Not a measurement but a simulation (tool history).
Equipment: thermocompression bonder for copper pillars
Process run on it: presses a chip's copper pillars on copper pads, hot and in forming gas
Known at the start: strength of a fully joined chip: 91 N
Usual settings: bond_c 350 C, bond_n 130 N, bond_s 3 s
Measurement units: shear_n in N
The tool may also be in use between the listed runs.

Run 1, hour 0.0: usual settings. Result: shear_n 64.5 N.
Run 2, hour 10.2: usual settings but bond_s 2 s. Result: shear_n 57.5 N.
Run 3, hour 21.0: usual settings but bond_c 338 C. Result: shear_n 57.9 N.
Run 4, hour 30.8: usual settings. Result: shear_n 64.0 N.
Run 5, hour 42.5: usual settings. Result: shear_n 64.3 N.
Run 6, hour 50.9: usual settings. Result: shear_n 64.4 N.
Run 7, hour 61.6: usual settings but bond_s 5 s. Result: shear_n 72.1 N.
Run 8, hour 71.1: usual settings but bond_s 5 s. Result: shear_n 71.3 N.
Run 9, hour 86.0: usual settings but bond_c 354 C, bond_n 89 N. Result: shear_n 55.0 N.
Run 10, hour 98.4: usual settings but bond_c 338 C, bond_n 135 N, bond_s 6 s. Result: shear_n 69.8 N.
Run 11, hour 106.8: usual settings but bond_c 338 C, bond_n 135 N, bond_s 6 s. Result: shear_n 69.9 N.

Consider 4 possible next runs. They are alternatives, not a sequence: every one starts from the tool as it was left by run 11. What does each give?
Run A, hour 121.7: usual settings but bond_c 323 C, bond_n 81 N. Result: shear_n ?.
Run B, hour 121.7: usual settings but bond_c 333 C, bond_n 139 N. Result: shear_n ?.
Run C, hour 121.7: usual settings but bond_c 354 C, bond_n 135 N, bond_s 6 s. Result: shear_n ?.
Run D, hour 121.7: usual settings but bond_c 332 C, bond_n 135 N, bond_s 4 s. Result: shear_n ?.

run  shear_n
  A     36.0
  B     57.1
  C     76.9
  D     60.4
Without the tool's hidden state the same runs would have given:
run  shear_n
  A     35.9
  B     57.0
  C     76.9
  D     60.3
